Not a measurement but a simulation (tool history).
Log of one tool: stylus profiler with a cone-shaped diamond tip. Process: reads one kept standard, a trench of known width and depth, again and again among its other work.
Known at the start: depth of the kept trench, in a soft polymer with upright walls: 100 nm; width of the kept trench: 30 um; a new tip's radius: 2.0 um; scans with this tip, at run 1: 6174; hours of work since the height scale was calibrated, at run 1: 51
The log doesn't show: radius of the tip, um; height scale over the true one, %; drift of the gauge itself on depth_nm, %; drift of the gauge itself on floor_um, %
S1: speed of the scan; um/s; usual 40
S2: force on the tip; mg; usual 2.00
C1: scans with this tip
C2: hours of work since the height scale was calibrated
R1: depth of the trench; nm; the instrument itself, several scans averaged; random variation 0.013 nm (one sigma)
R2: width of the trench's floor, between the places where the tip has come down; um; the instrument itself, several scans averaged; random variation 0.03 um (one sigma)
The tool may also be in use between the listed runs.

run 1 hour=0.0 | S1=40 S2=2.00 | C1=6174 C2=51 | R1=100.57 R2=28.21
run 2 hour=49.8 | S1=40 S2=2.00 | C1=6317 C2=84 | R1=100.60 R2=28.15
run 3 hour=79.4 | S1=44 S2=2.00 | C1=6403 C2=103 | R1=100.62 R2=28.13
run 4 hour=133.0 | S1=42 S2=2.00 | C1=6557 C2=139 | R1=100.60 R2=28.14
run 5 hour=172.0 | S1=42 S2=2.00 | C1=6669 C2=164 | R1=100.62 R2=28.15
run 6 hour=225.6 | S1=42 S2=2.00 | C1=6824 C2=199 | R1=100.62 R2=28.12
run 7 hour=268.6 | S1=42 S2=0.79 | C1=6948 C2=227 | R1=100.36 R2=28.01
run 8 hour=329.6 | S1=40 S2=2.00 | C1=7124 C2=267 | R1=100.64 R2=28.14
run 9 hour=364.5 | S1=40 S2=2.00 | C1=7224 C2=290 | R1=100.62 R2=28.11
run 10 hour=424.3 | S1=40 S2=2.00 | C1=7397 C2=329 | R1=100.65 R2=28.13
run 11 hour=484.5 | S1=16 S2=2.00 | C1=7570 C2=369 | R1=100.64 R2=28.22
run 12 hour=521.4 | S1=40 S2=5.31 | C1=7677 C2=393 | R1=101.21 R2=28.18
run 13 hour=567.8 | S1=45 S2=2.00 | C1=7811 C2=423 | R1=100.68 R2=28.10
run 14 hour=632.2 | S1=45 S2=2.00 | C1=7996 C2=466 | R1=100.63 R2=28.10
run 15 hour=689.8 | S1=40 S2=2.00 | C1=8162 C2=503 | R1=100.68 R2=28.11
run 16 hour=717.7 | S1=40 S2=2.00 | C1=8243 C2=522 | R1=100.66 R2=28.09
run 17 hour=754.6 | S1=40 S2=2.00 | C1=8349 C2=546 | R1=100.66 R2=28.08
run 18 hour=793.7 | S1=12 S2=2.00 | C1=8462 C2=571 | R1=100.67 R2=28.30
run 19 hour=845.1 | S1=12 S2=2.15 | C1=8610 C2=605 | R1=100.72 R2=28.17
run 20 hour=872.8 | S1=12 S2=2.15 | C1=8690 C2=623 | R1=100.72 R2=28.23
run 21 hour=913.6 | S1=12 S2=2.15 | C1=8808 C2=650 | R1=100.75 R2=28.17
run 22 hour=973.1 | S1=40 S2=2.00 | C1=8979 C2=689 | R1=100.71 R2=28.07
run 23 hour=1024.4 | S1=40 S2=2.00 | C1=9127 C2=723 | R1=100.70 R2=28.05
run 24 hour=1064.5 | S1=40 S2=2.00 | C1=9243 C2=749 | R1=100.72 R2=28.01
run 25 hour=1112.8 | S1=40 S2=2.00 | C1=9382 C2=781 | R1=100.73 R2=28.08
run 26 hour=1158.7 | S1=48 S2=5.64 | C1=9514 C2=811 | R1=101.32 R2=28.07
run 27 hour=1204.5 | S1=40 S2=2.71 | C1=9646 C2=841 | R1=100.85 R2=28.05
run 28 hour=1235.1 | S1=30 S2=2.00 | C1=9735 C2=861 | R1=100.74 R2=28.10
run 29 hour=1283.0 | S1=114 S2=4.78 | C1=9873 C2=892 | R1=101.22 R2=27.86
run 30 hour=1312.7 | S1=33 S2=5.06 | C1=9958 C2=912 | R1=101.24 R2=28.11
run 31 hour=1340.5 | S1=40 S2=0.81 | C1=10038 C2=930 | R1=100.48 R2=27.92
run 32 hour=1376.2 | S1=40 S2=2.79 | C1=10141 C2=953 | R1=100.90 R2=28.01
run 33 hour=1424.3 | S1=156 S2=1.04 | C1=10280 C2=985 | R1=100.51 R2=27.10
run 34 hour=1467.6 | S1=126 S2=5.59 | C1=10405 C2=1013 | R1=101.36 R2=27.81
run 35 hour=1518.6 | S1=126 S2=5.59 | C1=10552 C2=1046 | R1=101.37 R2=27.79
run 36 hour=1549.4 | S1=11 S2=2.00 | C1=10641 C2=1067 | R1=100.77 R2=28.13
run 37 hour=1598.6 | S1=11 S2=2.00 | C1=10783 C2=1099 | R1=100.77 R2=28.17
run 38 hour=1653.0 | S1=11 S2=3.66 | C1=10940 C2=1135 | R1=101.07 R2=28.11
run 39 hour=1710.1 | S1=114 S2=1.11 | C1=11104 C2=1172 | R1=100.59 R2=27.39
run 40 hour=1754.0 | S1=28 S2=5.32 | C1=11231 C2=1201 | R1=101.34 R2=28.09
run 41 hour=1784.9 | S1=77 S2=2.72 | C1=11320 C2=1221 | R1=100.90 R2=27.78
run 42 hour=1816.7 | S1=77 S2=2.72 | C1=11412 C2=1242 | R1=100.91 R2=27.80
run 43 hour=1876.5 | S1=140 S2=4.36 | C1=11584 C2=1281 | R1=101.22 R2=27.66
run 44 hour=1939.1 | S1=40 S2=3.43 | C1=11764 C2=1322 | R1=101.08 R2=27.99
run 45 hour=1969.3 | S1=16 S2=2.85 | C1=11851 C2=1342 | R1=100.96 R2=28.07

Forecast each of these 5 alternatives for the next run:
-- hour=1980.8 height scale calibrated on a step standard
run A hour=2034.1 | S1=42 S2=2.45 | C1=12037 C2=35 | R1=? R2=?
-- hour=1980.8 height scale calibrated on a step standard
run B hour=2034.1 | S1=31 S2=3.41 | C1=12037 C2=35 | R1=? R2=?
-- hour=1980.8 height scale calibrated on a step standard
run C hour=2034.1 | S1=36 S2=5.97 | C1=12037 C2=35 | R1=? R2=?
-- hour=1980.8 height scale calibrated on a step standard
run D hour=2034.1 | S1=37 S2=5.55 | C1=12037 C2=35 | R1=? R2=?
-- hour=1980.8 height scale calibrated on a step standard
run E hour=2034.1 | S1=19 S2=4.88 | C1=12037 C2=35 | R1=? R2=?

run=A R1=100.67 R2=27.92
run=B R1=100.90 R2=28.03
run=C R1=101.28 R2=27.99
run=D R1=101.22 R2=28.02
run=E R1=101.11 R2=28.11
Without the tool's hidden state the same runs would have given:
run=A R1=100.66 R2=28.54
run=B R1=100.89 R2=28.66
run=C R1=101.27 R2=28.61
run=D R1=101.21 R2=28.64
run=E R1=101.10 R2=28.73
